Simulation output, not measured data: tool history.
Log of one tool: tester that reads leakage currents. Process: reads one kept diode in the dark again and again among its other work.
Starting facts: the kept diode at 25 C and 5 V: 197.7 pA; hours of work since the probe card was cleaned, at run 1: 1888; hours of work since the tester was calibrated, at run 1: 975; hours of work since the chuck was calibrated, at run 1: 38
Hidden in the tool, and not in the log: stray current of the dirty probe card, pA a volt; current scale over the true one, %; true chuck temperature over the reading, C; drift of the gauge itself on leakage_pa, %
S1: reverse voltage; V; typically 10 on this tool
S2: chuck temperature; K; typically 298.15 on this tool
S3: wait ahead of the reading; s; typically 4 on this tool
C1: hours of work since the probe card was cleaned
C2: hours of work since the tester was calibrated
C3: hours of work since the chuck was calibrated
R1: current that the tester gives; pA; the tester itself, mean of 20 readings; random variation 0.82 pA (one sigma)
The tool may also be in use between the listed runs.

Run 1, hour 0: usual settings; C1 1888; C2 975; C3 38. Result: R1 287.76 pA.
Run 2, hour 37.2: usual settings; C1 1907; C2 993; C3 57. Result: R1 288.12 pA.
Run 3, hour 90.2: usual settings; C1 1933; C2 1020; C3 83. Result: R1 287.46 pA.
Run 4, hour 139.3: usual settings; C1 1958; C2 1044; C3 108. Result: R1 286.46 pA.
Run 5, hour 182.6: usual settings; C1 1979; C2 1066; C3 129. Result: R1 286.48 pA.
Run 6, hour 241.2: usual settings; C1 2009; C2 1095; C3 159. Result: R1 286.79 pA.
Run 7, hour 316.7: usual settings but S2 308.15 K; C1 2046; C2 1133; C3 196. Result: R1 695.64 pA.
Run 8, hour 382.5: usual settings but S2 308.15 K; C1 2079; C2 1166; C3 229. Result: R1 693.64 pA.
Run 9, hour 456.2: usual settings but S1 1.2 V; C1 2116; C2 1203; C3 266. Result: R1 104.39 pA.
Run 10, hour 526.7: usual settings but S1 2.1 V; C1 2151; C2 1238; C3 301. Result: R1 135.25 pA.
Run 11, hour 571.8: usual settings but S1 2.1 V; C1 2174; C2 1260; C3 324. Result: R1 135.52 pA.
Run 12, hour 617.7: usual settings but S1 2.1 V; C1 2197; C2 1283; C3 347. Result: R1 135.29 pA.
Run 13, hour 658.4: usual settings but S2 301.15 K; C1 2217; C2 1304; C3 367. Result: R1 369.83 pA.
Run 14, hour 725.2: usual settings; C1 2250; C2 1337; C3 401. Result: R1 281.42 pA.
Run 15, hour 792.3: usual settings; C1 2284; C2 1371; C3 434. Result: R1 279.75 pA.
Run 16, hour 832.9: usual settings; C1 2304; C2 1391; C3 454. Result: R1 280.22 pA.
Run 17, hour 908.5: usual settings but S2 322.15 K; C1 2342; C2 1429; C3 492. Result: R1 2206.02 pA.
Run 18, hour 942.7: usual settings but S1 6.2 V; C1 2359; C2 1446; C3 509. Result: R1 222.31 pA.
Run 19, hour 987.4: usual settings but S1 6.2 V; C1 2381; C2 1468; C3 532. Result: R1 221.52 pA.
Run 20, hour 1031.6: usual settings but S1 6.2 V; C1 2403; C2 1490; C3 554. Result: R1 220.5 pA.
Run 21, hour 1083.7: usual settings but S1 6.2 V; C1 2429; C2 1516; C3 580. Result: R1 220.58 pA.
Run 22, hour 1124.5: usual settings but S1 6.2 V; C1 2450; C2 1537; C3 600. Result: R1 220.17 pA.
Run 23, hour 1192.5: usual settings but S1 4.7 V, S3 1.37 s; C1 2484; C2 1571; C3 634. Result: R1 193.07 pA.
Run 24, hour 1238.7: usual settings but S1 4.7 V, S3 1.37 s; C1 2507; C2 1594; C3 657. Result: R1 192.8 pA.
Run 25, hour 1312.5: usual settings but S1 8.9 V, S3 1.37 s; C1 2544; C2 1631; C3 694. Result: R1 262.38 pA.
Run 26, hour 1351.3: usual settings but S1 1.8 V, S2 297.15 K, S3 1.82 s; C1 2563; C2 1650; C3 713. Result: R1 111.16 pA.
Run 27, hour 1424.8: usual settings but S1 6.6 V, S2 309.15 K, S3 4.3 s; C1 2600; C2 1687; C3 750. Result: R1 596.94 pA.
At hour 1452.8: probe card cleaned and baked.
Run 28, hour 1465.6: usual settings but S1 6.6 V, S2 309.15 K, S3 4.3 s; C1 6; C2 1706; C3 769. Result: R1 580.13 pA.
Run 29, hour 1529.6: usual settings but S1 3.3 V, S2 320.15 K, S3 1.27 s; C1 38; C2 1737; C3 801. Result: R1 1100.32 pA.

Pick out some run-to-run changes in R1. Of each, how much would a tool without hidden state show as well, from the settings, what came in and chance, and how much is left for the hidden state and any gauge scatter not in both results compared?
Run 16 -> 17: S2 298.15 -> 322.15. R1 +1925.8 pA: hidden state -54.9, all else +1980.7.
Run 17 -> 18: S1 10 -> 6.2, S2 322.15 -> 298.15. R1 -1983.71 pA: hidden state +49.2, all else -2032.91.
